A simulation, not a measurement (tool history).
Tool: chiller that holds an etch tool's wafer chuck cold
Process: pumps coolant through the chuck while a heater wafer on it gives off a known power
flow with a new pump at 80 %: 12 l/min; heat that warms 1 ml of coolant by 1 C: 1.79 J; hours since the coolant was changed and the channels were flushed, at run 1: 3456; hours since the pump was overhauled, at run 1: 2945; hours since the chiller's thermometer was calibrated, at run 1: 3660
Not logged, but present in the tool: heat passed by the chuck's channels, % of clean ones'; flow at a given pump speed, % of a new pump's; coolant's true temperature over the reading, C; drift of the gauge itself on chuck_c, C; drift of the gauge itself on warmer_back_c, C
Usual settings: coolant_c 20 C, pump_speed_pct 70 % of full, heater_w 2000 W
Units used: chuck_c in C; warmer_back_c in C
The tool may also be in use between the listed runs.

run   hour  coolant_c  pump_speed_pct  heater_w  hours since the coolant was changed and the channels were flushed  hours since the pump was overhauled  hours since the chiller's thermometer was calibrated  chuck_c  warmer_back_c
  1      0         20              70      2000                                                               3456                                 2945                                                  3660     36.3           6.33
  2   59.5         20              70      2000                                                               3515                                 3005                                                  3720     36.3           6.39
  3   94.7         20              70      2000                                                               3551                                 3040                                                  3755     36.4           6.37
  4    163         20              86      2000                                                               3619                                 3108                                                  3823     34.1            5.2
  5  227.4         20              86      2000                                                               3683                                 3172                                                  3888       34           5.16
  6  266.4         20              86      2000                                                               3722                                 3212                                                  3927     34.6           5.17
  7  314.4         20              70      2000                                                               3770                                 3260                                                  3975     36.2           6.34
  8  352.6         20              70      2000                                                               3809                                 3298                                                  4013     36.4           6.33
  9  394.2         16              70      2000                                                               3850                                 3339                                                  4054       32           6.32
 10  460.8         16              70      2000                                                               3917                                 3406                                                  4121     32.3           6.33
 11  513.9         29              63      1824                                                               3970                                 3459                                                  4174     44.9           6.39
 12  555.1         13              70      1193                                                               4011                                 3500                                                  4215     22.7           3.84
 13  607.4         10              75      1752                                                               4063                                 3553                                                  4268     23.5           5.18
 14  651.3         19              90      2000                                                               4107                                 3596                                                  4312     32.9           4.93
 15  716.1         23              86      2000                                                               4172                                 3661                                                  4376     37.1           5.19

What does the tool deliver on the next run?
 16  772.9         14              76      1358                                                               4229                                 3718                                                  4433        ?              ?

Run 16 yielded chuck_c 24.5 C, warmer_back_c 3.97 C.
Had the tool carried no hidden state, the very same run would have given chuck_c 24.5 C, warmer_back_c 3.97 C.

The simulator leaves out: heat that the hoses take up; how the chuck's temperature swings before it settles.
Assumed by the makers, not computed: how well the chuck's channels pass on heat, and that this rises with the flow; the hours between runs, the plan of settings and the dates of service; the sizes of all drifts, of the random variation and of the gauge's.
